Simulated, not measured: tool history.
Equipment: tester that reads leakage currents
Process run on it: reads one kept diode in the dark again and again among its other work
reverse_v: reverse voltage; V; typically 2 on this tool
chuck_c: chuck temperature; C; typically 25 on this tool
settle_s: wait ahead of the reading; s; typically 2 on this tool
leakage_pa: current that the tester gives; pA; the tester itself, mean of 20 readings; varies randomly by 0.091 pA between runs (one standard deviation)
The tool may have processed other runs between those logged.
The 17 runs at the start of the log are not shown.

run 18 hour=807.7 | reverse_v=2 chuck_c=25 settle_s=2 | leakage_pa=27.86
run 19 hour=862.6 | reverse_v=2 chuck_c=21 settle_s=2 | leakage_pa=20.91
run 20 hour=916.6 | reverse_v=2 chuck_c=25 settle_s=0.53 | leakage_pa=28.48
run 21 hour=985.8 | reverse_v=2 chuck_c=25 settle_s=0.53 | leakage_pa=28.37
run 22 hour=1047.6 | reverse_v=14.77 chuck_c=53 settle_s=0.35 | leakage_pa=487.64
-- hour=1059.4 probe card cleaned and baked
run 23 hour=1085.2 | reverse_v=14.77 chuck_c=53 settle_s=0.35 | leakage_pa=452.24
run 24 hour=1153.2 | reverse_v=14.77 chuck_c=53 settle_s=0.35 | leakage_pa=454.29
run 25 hour=1224.1 | reverse_v=2 chuck_c=25 settle_s=0.69 | leakage_pa=24.04
run 26 hour=1285.4 | reverse_v=2 chuck_c=25 settle_s=8.26 | leakage_pa=23.65
run 27 hour=1348.3 | reverse_v=4.86 chuck_c=25 settle_s=1.95 | leakage_pa=34.77
run 28 hour=1413.8 | reverse_v=5.48 chuck_c=25 settle_s=1.95 | leakage_pa=36.86
run 29 hour=1453.5 | reverse_v=2.91 chuck_c=25 settle_s=2.94 | leakage_pa=27.86
run 30 hour=1527.9 | reverse_v=2.91 chuck_c=25 settle_s=2.94 | leakage_pa=28
run 31 hour=1576.5 | reverse_v=2 chuck_c=35 settle_s=2.56 | leakage_pa=52.83
run 32 hour=1640.9 | reverse_v=2 chuck_c=35 settle_s=2.56 | leakage_pa=52.65
run 33 hour=1674.5 | reverse_v=2 chuck_c=35 settle_s=2.56 | leakage_pa=52.75
-- hour=1692.9 chuck's temperature calibrated
run 34 hour=1718.4 | reverse_v=2 chuck_c=35 settle_s=2.56 | leakage_pa=56.1
run 35 hour=1767.2 | reverse_v=2.63 chuck_c=39 settle_s=0.37 | leakage_pa=86.06
run 36 hour=1834.7 | reverse_v=2.63 chuck_c=27 settle_s=0.89 | leakage_pa=33.9
run 37 hour=1902.9 | reverse_v=2.63 chuck_c=27 settle_s=0.89 | leakage_pa=34.17
run 38 hour=1934.9 | reverse_v=2.63 chuck_c=27 settle_s=0.89 | leakage_pa=34.3
run 39 hour=1988.2 | reverse_v=2.63 chuck_c=46 settle_s=0.89 | leakage_pa=142.06

Each row is a separate what-if for the run after 39, all from the same tool condition, not one after another. Results?
run A hour=2061 | reverse_v=2.63 chuck_c=46 settle_s=0.8 | leakage_pa=?
run B hour=2061 | reverse_v=1.32 chuck_c=59 settle_s=8.91 | leakage_pa=?
run C hour=2061 | reverse_v=3.38 chuck_c=59 settle_s=0.89 | leakage_pa=?
run D hour=2061 | reverse_v=4.52 chuck_c=25 settle_s=1.75 | leakage_pa=?

run=A leakage_pa=142.16
run=B leakage_pa=263
run=C leakage_pa=384.05
run=D leakage_pa=37.26
Without the tool's hidden state the same runs would have given:
run=A leakage_pa=144.02
run=B leakage_pa=268.34
run=C leakage_pa=390.94
run=D leakage_pa=35.42
